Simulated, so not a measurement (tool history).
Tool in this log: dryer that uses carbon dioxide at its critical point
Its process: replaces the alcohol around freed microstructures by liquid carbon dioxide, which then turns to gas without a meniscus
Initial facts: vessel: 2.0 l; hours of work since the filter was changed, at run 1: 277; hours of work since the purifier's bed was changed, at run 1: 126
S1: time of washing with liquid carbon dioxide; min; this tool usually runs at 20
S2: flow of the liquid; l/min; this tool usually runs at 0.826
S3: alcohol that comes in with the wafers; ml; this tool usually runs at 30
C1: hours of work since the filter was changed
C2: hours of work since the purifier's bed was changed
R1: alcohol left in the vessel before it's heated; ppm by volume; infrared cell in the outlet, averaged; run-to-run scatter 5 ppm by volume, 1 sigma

run    day  S1     S2  S3   C1   C2   R1
  1      0  20  0.826  30  277  126   62
  2  0.554  20  0.826  30  285  134   59
  3  1.325  20  0.826  30  297  146   67
  4  1.954  20  0.739  30  306  155   79
  5  2.558  20  0.739  30  316  164   89
  6  3.221  20  0.826  21  326  174   73
  7  3.721  20  0.532  30  333  182  155
  8  4.583  20  0.826  30  346  195   79
  9  5.025  20  0.826  94  353  201  110
 10  5.688  13  0.826  94  363  211  424
 11  6.354  13  0.826  94  373  221  432
 12  6.983  13  0.826  94  382  231  463
 13  7.567  19  0.826  30  391  240  103
 14  7.971  19  0.826  30  397  246  103
 15  8.412  21  0.826  30  404  252  103
 16  8.821  21  0.826  49  410  259  112
 17  9.646  24  0.627  30  422  271  110

Run 18 is up next; what results do you expect?
 18  10.212  20  0.826  79  431  280   ?

{"run 18": {"R1": 127}}
With the hidden condition absent and the run-to-run variation left alone, this run would have shown R1 13 ppm by volume.
